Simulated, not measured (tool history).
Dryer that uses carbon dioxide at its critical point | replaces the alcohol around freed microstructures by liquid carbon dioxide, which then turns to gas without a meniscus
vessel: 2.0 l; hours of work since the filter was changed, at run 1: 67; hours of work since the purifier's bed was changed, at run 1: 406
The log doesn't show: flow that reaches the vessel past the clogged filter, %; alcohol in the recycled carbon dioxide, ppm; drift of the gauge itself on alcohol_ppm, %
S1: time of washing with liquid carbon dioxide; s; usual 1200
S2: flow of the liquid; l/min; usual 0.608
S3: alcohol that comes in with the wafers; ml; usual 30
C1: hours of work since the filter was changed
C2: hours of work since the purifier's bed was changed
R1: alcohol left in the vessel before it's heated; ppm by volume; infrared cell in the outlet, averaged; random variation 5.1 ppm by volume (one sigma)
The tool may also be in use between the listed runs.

Run 1, hour 0: usual settings; C1 67; C2 406. Result: R1 237 ppm by volume.
Run 2, hour 31.5: usual settings but S3 22 ml; C1 82; C2 422. Result: R1 231 ppm by volume.
Run 3, hour 49.3: usual settings; C1 91; C2 430. Result: R1 266 ppm by volume.
Run 4, hour 71: usual settings; C1 101; C2 441. Result: R1 284 ppm by volume.
Run 5, hour 107.6: usual settings; C1 119; C2 458. Result: R1 289 ppm by volume.
Run 6, hour 129.9: usual settings; C1 130; C2 469. Result: R1 290 ppm by volume.
Run 7, hour 165.7: usual settings but S2 0.882 l/min; C1 147; C2 486. Result: R1 211 ppm by volume.
Run 8, hour 181.6: usual settings; C1 154; C2 494. Result: R1 319 ppm by volume.
Run 9, hour 212.7: usual settings; C1 169; C2 508. Result: R1 315 ppm by volume.
At hour 241.4: inlet filter changed.
Run 10, hour 248.8: usual settings; C1 4; C2 525. Result: R1 274 ppm by volume.
Run 11, hour 282: usual settings; C1 19; C2 541. Result: R1 302 ppm by volume.
Run 12, hour 309.4: usual settings; C1 33; C2 554. Result: R1 302 ppm by volume.
Run 13, hour 347.3: usual settings; C1 51; C2 573. Result: R1 321 ppm by volume.
Run 14, hour 382.4: usual settings; C1 68; C2 589. Result: R1 337 ppm by volume.
Run 15, hour 411.9: usual settings; C1 82; C2 604. Result: R1 348 ppm by volume.
Run 16, hour 430: usual settings but S3 83 ml; C1 90; C2 612. Result: R1 531 ppm by volume.
At hour 452.2: purifier's bed changed.
Run 17, hour 462.2: usual settings but S3 83 ml; C1 104; C2 5. Result: R1 291 ppm by volume.
Run 18, hour 495.1: usual settings but S1 1080 s, S3 83 ml; C1 120; C2 21. Result: R1 480 ppm by volume.
Run 19, hour 514.4: usual settings but S1 1080 s, S3 83 ml; C1 130; C2 30. Result: R1 505 ppm by volume.
Run 20, hour 540.6: usual settings but S1 1080 s, S3 83 ml; C1 142; C2 42. Result: R1 516 ppm by volume.
Run 21, hour 566.2: usual settings; C1 154; C2 55. Result: R1 139 ppm by volume.
Run 22, hour 585.6: usual settings; C1 164; C2 64. Result: R1 152 ppm by volume.
Run 23, hour 604.9: usual settings but S2 0.663 l/min; C1 173; C2 73. Result: R1 116 ppm by volume.
At hour 628.5: inlet filter changed.
Run 24, hour 637.3: usual settings but S2 0.663 l/min; C1 4; C2 88. Result: R1 90 ppm by volume.
Run 25, hour 673.2: usual settings but S2 0.663 l/min; C1 21; C2 106. Result: R1 105 ppm by volume.
Run 26, hour 705.9: usual settings but S1 780 s, S2 0.663 l/min, S3 117 ml; C1 37; C2 121. Result: R1 1485 ppm by volume.
Run 27, hour 729.3: usual settings but S1 1500 s; C1 48; C2 132. Result: R1 82 ppm by volume.
Run 28, hour 765.4: usual settings but S1 1860 s, S2 0.528 l/min, S3 55 ml; C1 66; C2 150. Result: R1 102 ppm by volume.
Run 29, hour 788.9: usual settings but S2 0.427 l/min, S3 56 ml; C1 77; C2 161. Result: R1 833 ppm by volume.
Run 30, hour 815.5: usual settings but S2 0.427 l/min, S3 56 ml; C1 90; C2 174. Result: R1 849 ppm by volume.

Run 31 comes next. What will it give?
Run 31, hour 851.1: usual settings but S1 720 s, S2 0.897 l/min, S3 98 ml; C1 107; C2 191. Result: R1 ?.

R1: 696 ppm by volume
Without the tool's hidden state the same run would have given R1 464 ppm by volume.
